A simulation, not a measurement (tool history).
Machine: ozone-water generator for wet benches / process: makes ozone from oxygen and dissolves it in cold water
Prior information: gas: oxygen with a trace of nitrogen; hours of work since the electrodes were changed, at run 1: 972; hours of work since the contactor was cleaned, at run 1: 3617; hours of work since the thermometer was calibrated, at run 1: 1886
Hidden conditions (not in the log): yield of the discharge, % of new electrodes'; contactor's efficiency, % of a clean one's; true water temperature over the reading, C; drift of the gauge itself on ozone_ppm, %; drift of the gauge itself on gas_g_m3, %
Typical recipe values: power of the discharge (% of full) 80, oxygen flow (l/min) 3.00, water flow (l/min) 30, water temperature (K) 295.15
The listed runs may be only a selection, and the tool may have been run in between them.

| run | hour | power of the discharge (% of full) | oxygen flow (l/min) | water flow (l/min) | water temperature (K) | hours of work since the electrodes were changed | hours of work since the contactor was cleaned | hours of work since the thermometer was calibrated | dissolved ozone (ppm) | ozone in the gas ahead of the water (g/m3) |
|---|---|---|---|---|---|---|---|---|---|---|
| 1 | 0.0 | 80 | 3.00 | 30 | 295.15 | 972 | 3617 | 1886 | 11.1 | 191.8 |
| 2 | 60.9 | 80 | 3.00 | 30 | 295.15 | 1020 | 3665 | 1934 | 11.0 | 190.2 |
| 3 | 114.0 | 80 | 3.00 | 30 | 295.15 | 1062 | 3707 | 1976 | 11.3 | 190.0 |
| 4 | 155.1 | 80 | 3.00 | 30 | 295.15 | 1095 | 3740 | 2009 | 11.3 | 188.3 |
| 5 | 209.0 | 80 | 3.00 | 30 | 295.15 | 1137 | 3782 | 2051 | 10.9 | 190.3 |
| 6 | 276.0 | 80 | 3.00 | 30 | 295.15 | 1190 | 3835 | 2104 | 11.0 | 189.5 |
| 7 | 335.1 | 80 | 3.00 | 30 | 295.15 | 1237 | 3882 | 2151 | 11.1 | 187.8 |
| 8 | 410.8 | 80 | 3.00 | 30 | 295.15 | 1296 | 3941 | 2210 | 11.1 | 186.9 |
| 9 | 457.8 | 80 | 3.00 | 30 | 295.15 | 1333 | 3978 | 2247 | 11.0 | 187.8 |
| 10 | 534.4 | 80 | 3.00 | 30 | 295.15 | 1394 | 4039 | 2308 | 11.1 | 189.2 |
| 11 | 581.7 | 80 | 3.00 | 37 | 295.15 | 1431 | 4076 | 2345 | 8.9 | 187.9 |
| 12 | 639.4 | 80 | 3.00 | 37 | 295.15 | 1476 | 4122 | 2391 | 8.9 | 188.4 |
| 13 | 725.1 | 50 | 3.00 | 37 | 295.15 | 1544 | 4189 | 2458 | 7.0 | 148.7 |
| 14 | 795.4 | 50 | 3.00 | 37 | 295.15 | 1599 | 4245 | 2514 | 7.1 | 148.4 |
| 15 | 843.0 | 50 | 3.00 | 37 | 295.15 | 1637 | 4282 | 2551 | 7.1 | 147.4 |
| 16 | 883.2 | 50 | 3.00 | 37 | 295.15 | 1669 | 4314 | 2583 | 6.7 | 149.7 |
|  | 888.9 | water thermometer calibrated |
| 17 | 927.9 | 93 | 3.00 | 37 | 295.15 | 1704 | 4349 | 31 | 9.5 | 200.0 |
| 18 | 995.7 | 92 | 2.76 | 43 | 288.15 | 1757 | 4402 | 84 | 8.2 | 209.5 |
| 19 | 1037.5 | 92 | 2.76 | 26 | 288.15 | 1790 | 4435 | 117 | 13.9 | 209.3 |
| 20 | 1108.2 | 92 | 2.76 | 26 | 288.15 | 1846 | 4491 | 173 | 13.8 | 210.8 |
| 21 | 1159.1 | 80 | 2.99 | 30 | 290.15 | 1886 | 4531 | 213 | 11.2 | 187.8 |
| 22 | 1215.2 | 80 | 2.99 | 30 | 290.15 | 1930 | 4575 | 257 | 11.1 | 186.9 |
| 23 | 1270.4 | 80 | 2.99 | 30 | 290.15 | 1974 | 4619 | 301 | 11.2 | 185.0 |
|  | 1309.0 | water thermometer calibrated, once more |
| 24 | 1344.8 | 80 | 2.99 | 30 | 290.15 | 2032 | 4677 | 28 | 11.2 | 185.3 |
| 25 | 1380.5 | 80 | 3.00 | 46 | 297.15 | 2060 | 4705 | 56 | 7.0 | 186.5 |
| 26 | 1415.8 | 80 | 2.47 | 24 | 297.15 | 2088 | 4733 | 84 | 12.4 | 206.8 |
| 27 | 1451.4 | 80 | 2.47 | 25 | 297.15 | 2116 | 4761 | 112 | 12.1 | 204.1 |
| 28 | 1533.7 | 72 | 3.00 | 30 | 296.15 | 2181 | 4826 | 177 | 10.1 | 177.5 |
| 29 | 1602.3 | 93 | 3.00 | 18 | 300.15 | 2235 | 4880 | 231 | 17.0 | 198.8 |
| 30 | 1670.5 | 85 | 4.43 | 46 | 299.15 | 2289 | 4934 | 285 | 7.5 | 152.7 |
| 31 | 1712.5 | 85 | 4.43 | 46 | 299.15 | 2322 | 4967 | 318 | 7.6 | 153.4 |
| 32 | 1771.8 | 85 | 2.88 | 40 | 296.15 | 2368 | 5014 | 365 | 8.3 | 194.2 |

Pick out some run-to-run changes in dissolved ozone (ppm). Of each, how much would a tool without hidden state show as well, from the settings, what came in and chance, and how much is left for the hidden state and any gauge scatter not in both results compared?
Run 18 -> 19: water flow (l/min) 43 -> 26. dissolved ozone (ppm) +5.7: hidden state -0.4, all else +6.1.
Run 28 -> 29: power of the discharge (% of full) 72 -> 93, water flow (l/min) 30 -> 18, water temperature (K) 296.15 -> 300.15. dissolved ozone (ppm) +6.9: hidden state -0.5, all else +7.4.
Run 29 -> 30: power of the discharge (% of full) 93 -> 85, oxygen flow (l/min) 3.00 -> 4.43, water flow (l/min) 18 -> 46, water temperature (K) 300.15 -> 299.15. dissolved ozone (ppm) -9.5: hidden state +0.6, all else -10.1.
